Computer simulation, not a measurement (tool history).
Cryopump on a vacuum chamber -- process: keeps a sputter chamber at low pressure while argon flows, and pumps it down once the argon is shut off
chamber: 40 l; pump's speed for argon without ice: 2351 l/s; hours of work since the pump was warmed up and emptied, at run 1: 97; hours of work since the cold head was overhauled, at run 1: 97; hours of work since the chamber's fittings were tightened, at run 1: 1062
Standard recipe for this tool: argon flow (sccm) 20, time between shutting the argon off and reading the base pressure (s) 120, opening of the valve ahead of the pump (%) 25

| run | day | argon flow (sccm) | time between shutting the argon off and reading the base pressure (s) | opening of the valve ahead of the pump (%) | hours of work since the pump was warmed up and emptied | hours of work since the cold head was overhauled | hours of work since the chamber's fittings were tightened | pressure while argon flows (Pa) | pressure after the wait (uPa) |
|---|---|---|---|---|---|---|---|---|---|
| 1 | 0.000 | 20 | 120 | 25 | 97 | 97 | 1062 | 0.0575 | 1.19 |
| 2 | 0.829 | 20 | 120 | 25 | 109 | 109 | 1075 | 0.0578 | 1.16 |
| 3 | 1.254 | 20 | 120 | 25 | 115 | 115 | 1081 | 0.0582 | 1.22 |
| 4 | 1.988 | 16 | 120 | 25 | 126 | 126 | 1092 | 0.0466 | 1.17 |
| 5 | 2.625 | 20 | 120 | 25 | 136 | 136 | 1102 | 0.0590 | 1.21 |
| 6 | 3.212 | 20 | 79 | 25 | 145 | 145 | 1111 | 0.0584 | 1.34 |
| 7 | 3.633 | 20 | 120 | 25 | 151 | 151 | 1117 | 0.0585 | 1.21 |
| 8 | 4.438 | 20 | 120 | 25 | 163 | 163 | 1129 | 0.0571 | 1.27 |
| 9 | 5.200 | 20 | 120 | 25 | 175 | 175 | 1140 | 0.0585 | 1.31 |
| 10 | 5.850 | 20 | 120 | 25 | 184 | 184 | 1150 | 0.0585 | 1.23 |
| 11 | 6.446 | 20 | 120 | 25 | 193 | 193 | 1159 | 0.0583 | 1.27 |
| 12 | 7.275 | 20 | 120 | 25 | 206 | 206 | 1172 | 0.0589 | 1.31 |
| 13 | 8.092 | 20 | 120 | 25 | 218 | 218 | 1184 | 0.0589 | 1.31 |
| 14 | 8.571 | 20 | 120 | 25 | 225 | 225 | 1191 | 0.0590 | 1.31 |
| 15 | 9.421 | 20 | 120 | 25 | 238 | 238 | 1204 | 0.0592 | 1.34 |
| 16 | 10.112 | 20 | 120 | 15 | 248 | 248 | 1214 | 0.0976 | 1.39 |
| 17 | 10.667 | 20 | 120 | 15 | 257 | 257 | 1223 | 0.0974 | 1.34 |
| 18 | 11.575 | 32 | 93 | 25 | 270 | 270 | 1236 | 0.0940 | 1.42 |
| 19 | 11.946 | 13 | 182 | 47 | 276 | 276 | 1242 | 0.0204 | 1.32 |
| 20 | 12.788 | 11 | 116 | 47 | 289 | 289 | 1254 | 0.0183 | 1.42 |
| 21 | 13.217 | 22 | 99 | 37 | 295 | 295 | 1261 | 0.0436 | 1.43 |
| 22 | 14.079 | 40 | 129 | 25 | 308 | 308 | 1274 | 0.1171 | 1.37 |
| 23 | 14.717 | 40 | 194 | 25 | 318 | 318 | 1283 | 0.1192 | 1.34 |
| 24 | 15.142 | 20 | 165 | 15 | 324 | 324 | 1290 | 0.0971 | 1.42 |
| 25 | 16.029 | 23 | 30 | 15 | 337 | 337 | 1303 | 0.1121 | 2.16 |
| 26 | 16.538 | 17 | 179 | 20 | 345 | 345 | 1311 | 0.0631 | 1.39 |
| 27 | 17.367 | 17 | 162 | 20 | 357 | 357 | 1323 | 0.0632 | 1.43 |
| 28 | 18.267 | 21 | 246 | 25 | 371 | 371 | 1337 | 0.0632 | 1.35 |
| 29 | 18.754 | 23 | 159 | 24 | 378 | 378 | 1344 | 0.0710 | 1.46 |
| 30 | 19.483 | 14 | 100 | 15 | 389 | 389 | 1355 | 0.0690 | 1.56 |
| 31 | 19.996 | 39 | 100 | 59 | 397 | 397 | 1363 | 0.0519 | 1.56 |
| 32 | 20.458 | 20 | 255 | 58 | 404 | 404 | 1370 | 0.0265 | 1.43 |
| 33 | 21.267 | 20 | 255 | 58 | 416 | 416 | 1382 | 0.0263 | 1.43 |
| 34 | 22.075 | 20 | 255 | 34 | 428 | 428 | 1394 | 0.0443 | 1.41 |

Branching from run 34: 4 alternative next runs. What would each branch give?
| A | 22.992 | 20 | 47 | 32 | 442 | 442 | 1408 | ? | ? |
| B | 22.992 | 10 | 147 | 30 | 442 | 442 | 1408 | ? | ? |
| C | 22.992 | 32 | 120 | 25 | 442 | 442 | 1408 | ? | ? |
| D | 22.992 | 20 | 69 | 25 | 442 | 442 | 1408 | ? | ? |

| run | pressure while argon flows (Pa) | pressure after the wait (uPa) |
|---|---|---|
| A | 0.0469 | 1.96 |
| B | 0.0245 | 1.56 |
| C | 0.0964 | 1.62 |
| D | 0.0594 | 1.75 |
Take away the tool's hidden state, keep each run's random variation, and the runs would have read:
| run | pressure while argon flows (Pa) | pressure after the wait (uPa) |
|---|---|---|
| A | 0.0446 | 0.69 |
| B | 0.0234 | 0.31 |
| C | 0.0927 | 0.37 |
| D | 0.0571 | 0.51 |

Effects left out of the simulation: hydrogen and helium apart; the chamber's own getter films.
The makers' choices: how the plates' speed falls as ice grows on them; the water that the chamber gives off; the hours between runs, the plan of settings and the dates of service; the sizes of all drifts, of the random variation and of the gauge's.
